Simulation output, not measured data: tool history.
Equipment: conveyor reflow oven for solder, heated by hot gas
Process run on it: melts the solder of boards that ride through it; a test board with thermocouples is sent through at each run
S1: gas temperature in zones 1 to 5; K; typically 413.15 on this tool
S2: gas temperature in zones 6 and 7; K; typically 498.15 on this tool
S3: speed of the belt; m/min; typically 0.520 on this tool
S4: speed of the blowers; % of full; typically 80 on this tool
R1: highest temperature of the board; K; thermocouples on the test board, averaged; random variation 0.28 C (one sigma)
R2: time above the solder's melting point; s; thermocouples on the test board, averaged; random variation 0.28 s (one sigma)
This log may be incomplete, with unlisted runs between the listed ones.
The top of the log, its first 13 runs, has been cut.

run,hour,S1,S2,S3,S4,R1,R2
14,100.9,413.15,498.15,0.520,80,482.55,46.3
15,107.7,413.15,498.15,0.520,80,482.15,47.1
16,117.7,413.15,493.15,0.520,86,479.35,44.6
17,125.6,399.15,490.15,0.617,80,466.95,19.8
18,135.5,413.15,509.15,0.520,80,491.65,53.7
19,143.3,427.15,493.15,0.420,70,482.95,67.0
20,149.5,413.15,498.15,0.535,80,481.15,44.4
21,156.0,424.15,498.15,0.520,89,485.65,54.5
22,162.2,424.15,498.15,0.520,64,479.75,47.1
23,166.6,416.15,498.15,0.520,57,474.85,37.7
24,175.2,398.15,498.15,0.520,80,479.35,39.2
25,182.4,423.15,498.15,0.427,80,487.95,69.6
26,187.4,423.15,498.15,0.427,80,487.65,68.6
27,196.5,413.15,498.15,0.507,77,481.55,47.1
28,206.9,399.15,500.15,0.596,80,475.95,30.3
29,211.3,408.15,506.15,0.615,62,474.45,28.1
30,218.0,413.15,498.15,0.520,64,476.45,39.6

3 options for the next run, each taken on its own from the tool as it stands now. Forecast them:
A,223.2,425.15,498.15,0.520,64,?,?
B,223.2,401.15,490.15,0.520,80,?,?
C,223.2,413.15,510.15,0.450,57,?,?

run,R1,R2
A,479.15,47.3
B,472.75,33.4
C,488.95,58.6
With no hidden state in the tool, these same runs would have given:
run,R1,R2
A,482.15,50.2
B,476.45,38.3
C,492.05,60.8

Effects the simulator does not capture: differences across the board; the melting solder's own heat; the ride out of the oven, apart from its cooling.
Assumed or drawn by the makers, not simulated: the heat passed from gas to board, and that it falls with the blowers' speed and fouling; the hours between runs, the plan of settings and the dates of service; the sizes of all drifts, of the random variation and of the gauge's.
